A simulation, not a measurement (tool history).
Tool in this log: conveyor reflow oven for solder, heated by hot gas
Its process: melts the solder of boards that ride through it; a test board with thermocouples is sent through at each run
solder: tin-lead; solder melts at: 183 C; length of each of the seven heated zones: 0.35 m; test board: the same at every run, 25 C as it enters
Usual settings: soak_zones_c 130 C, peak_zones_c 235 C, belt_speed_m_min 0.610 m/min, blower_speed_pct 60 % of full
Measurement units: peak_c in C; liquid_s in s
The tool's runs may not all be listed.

run 1 hour=0.0 | soak_zones_c=130 peak_zones_c=235 belt_speed_m_min=0.610 blower_speed_pct=60 | peak_c=210.9 liquid_s=44.0
run 2 hour=24.6 | soak_zones_c=130 peak_zones_c=235 belt_speed_m_min=0.572 blower_speed_pct=60 | peak_c=214.2 liquid_s=49.1
-- hour=40.3 flux residue cleaned out of gas plates and filters
run 3 hour=57.1 | soak_zones_c=130 peak_zones_c=235 belt_speed_m_min=0.572 blower_speed_pct=60 | peak_c=214.0 liquid_s=49.8
run 4 hour=78.2 | soak_zones_c=130 peak_zones_c=235 belt_speed_m_min=0.572 blower_speed_pct=60 | peak_c=214.6 liquid_s=49.8
run 5 hour=94.2 | soak_zones_c=130 peak_zones_c=235 belt_speed_m_min=0.572 blower_speed_pct=60 | peak_c=214.4 liquid_s=49.8
run 6 hour=124.3 | soak_zones_c=130 peak_zones_c=235 belt_speed_m_min=0.572 blower_speed_pct=60 | peak_c=213.0 liquid_s=49.2
run 7 hour=146.3 | soak_zones_c=130 peak_zones_c=235 belt_speed_m_min=0.572 blower_speed_pct=60 | peak_c=213.9 liquid_s=49.8
run 8 hour=169.4 | soak_zones_c=130 peak_zones_c=235 belt_speed_m_min=0.572 blower_speed_pct=60 | peak_c=213.5 liquid_s=50.0
run 9 hour=184.8 | soak_zones_c=130 peak_zones_c=225 belt_speed_m_min=0.610 blower_speed_pct=60 | peak_c=203.0 liquid_s=35.5
run 10 hour=212.3 | soak_zones_c=136 peak_zones_c=235 belt_speed_m_min=0.610 blower_speed_pct=60 | peak_c=212.3 liquid_s=46.3
run 11 hour=245.0 | soak_zones_c=136 peak_zones_c=235 belt_speed_m_min=0.610 blower_speed_pct=60 | peak_c=212.6 liquid_s=47.1
run 12 hour=272.4 | soak_zones_c=130 peak_zones_c=226 belt_speed_m_min=0.610 blower_speed_pct=60 | peak_c=203.2 liquid_s=36.4
run 13 hour=300.0 | soak_zones_c=130 peak_zones_c=226 belt_speed_m_min=0.610 blower_speed_pct=60 | peak_c=203.0 liquid_s=36.2
run 14 hour=328.1 | soak_zones_c=130 peak_zones_c=235 belt_speed_m_min=0.672 blower_speed_pct=60 | peak_c=205.8 liquid_s=35.9
run 15 hour=359.5 | soak_zones_c=130 peak_zones_c=235 belt_speed_m_min=0.610 blower_speed_pct=60 | peak_c=211.0 liquid_s=43.4
run 16 hour=376.1 | soak_zones_c=130 peak_zones_c=235 belt_speed_m_min=0.610 blower_speed_pct=60 | peak_c=211.2 liquid_s=43.5
run 17 hour=397.1 | soak_zones_c=124 peak_zones_c=245 belt_speed_m_min=0.610 blower_speed_pct=60 | peak_c=217.5 liquid_s=47.3
-- hour=413.2 flux residue cleaned out of gas plates and filters
run 18 hour=419.2 | soak_zones_c=128 peak_zones_c=235 belt_speed_m_min=0.703 blower_speed_pct=83 | peak_c=211.9 liquid_s=38.0
run 19 hour=435.4 | soak_zones_c=141 peak_zones_c=236 belt_speed_m_min=0.605 blower_speed_pct=74 | peak_c=217.1 liquid_s=54.6
run 20 hour=467.0 | soak_zones_c=132 peak_zones_c=234 belt_speed_m_min=0.610 blower_speed_pct=65 | peak_c=212.3 liquid_s=45.3
run 21 hour=481.6 | soak_zones_c=130 peak_zones_c=235 belt_speed_m_min=0.609 blower_speed_pct=60 | peak_c=211.1 liquid_s=43.7
run 22 hour=502.9 | soak_zones_c=130 peak_zones_c=235 belt_speed_m_min=0.609 blower_speed_pct=60 | peak_c=211.1 liquid_s=43.9
run 23 hour=517.1 | soak_zones_c=142 peak_zones_c=248 belt_speed_m_min=0.490 blower_speed_pct=79 | peak_c=234.9 liquid_s=78.5
-- hour=535.6 thermocouples of zones 6 and 7 changed
run 24 hour=538.9 | soak_zones_c=142 peak_zones_c=248 belt_speed_m_min=0.490 blower_speed_pct=79 | peak_c=237.9 liquid_s=80.3
run 25 hour=555.0 | soak_zones_c=120 peak_zones_c=234 belt_speed_m_min=0.586 blower_speed_pct=84 | peak_c=218.6 liquid_s=50.6
run 26 hour=577.0 | soak_zones_c=130 peak_zones_c=249 belt_speed_m_min=0.610 blower_speed_pct=60 | peak_c=225.9 liquid_s=54.9
run 27 hour=604.1 | soak_zones_c=130 peak_zones_c=249 belt_speed_m_min=0.610 blower_speed_pct=60 | peak_c=225.5 liquid_s=54.8
run 28 hour=627.2 | soak_zones_c=130 peak_zones_c=249 belt_speed_m_min=0.610 blower_speed_pct=60 | peak_c=225.5 liquid_s=54.5
run 29 hour=654.0 | soak_zones_c=128 peak_zones_c=236 belt_speed_m_min=0.577 blower_speed_pct=71 | peak_c=218.4 liquid_s=53.8
run 30 hour=681.7 | soak_zones_c=117 peak_zones_c=236 belt_speed_m_min=0.577 blower_speed_pct=59 | peak_c=213.6 liquid_s=44.7
run 31 hour=713.2 | soak_zones_c=117 peak_zones_c=236 belt_speed_m_min=0.577 blower_speed_pct=59 | peak_c=213.5 liquid_s=46.0

Forecast each of these 4 alternatives for the next run:
run A hour=746.5 | soak_zones_c=130 peak_zones_c=244 belt_speed_m_min=0.570 blower_speed_pct=60 | peak_c=? liquid_s=?
run B hour=746.5 | soak_zones_c=130 peak_zones_c=245 belt_speed_m_min=0.655 blower_speed_pct=60 | peak_c=? liquid_s=?
run C hour=746.5 | soak_zones_c=117 peak_zones_c=231 belt_speed_m_min=0.675 blower_speed_pct=75 | peak_c=? liquid_s=?
run D hour=746.5 | soak_zones_c=129 peak_zones_c=235 belt_speed_m_min=0.610 blower_speed_pct=60 | peak_c=? liquid_s=?

run=A peak_c=223.8 liquid_s=57.5
run=B peak_c=218.6 liquid_s=46.3
run=C peak_c=207.3 liquid_s=33.4
run=D peak_c=212.7 liquid_s=46.0
Had the tool no hidden state, the same runs would have come out as:
run=A peak_c=225.0 liquid_s=57.7
run=B peak_c=219.9 liquid_s=46.7
run=C peak_c=208.8 liquid_s=34.4
run=D peak_c=214.0 liquid_s=46.5
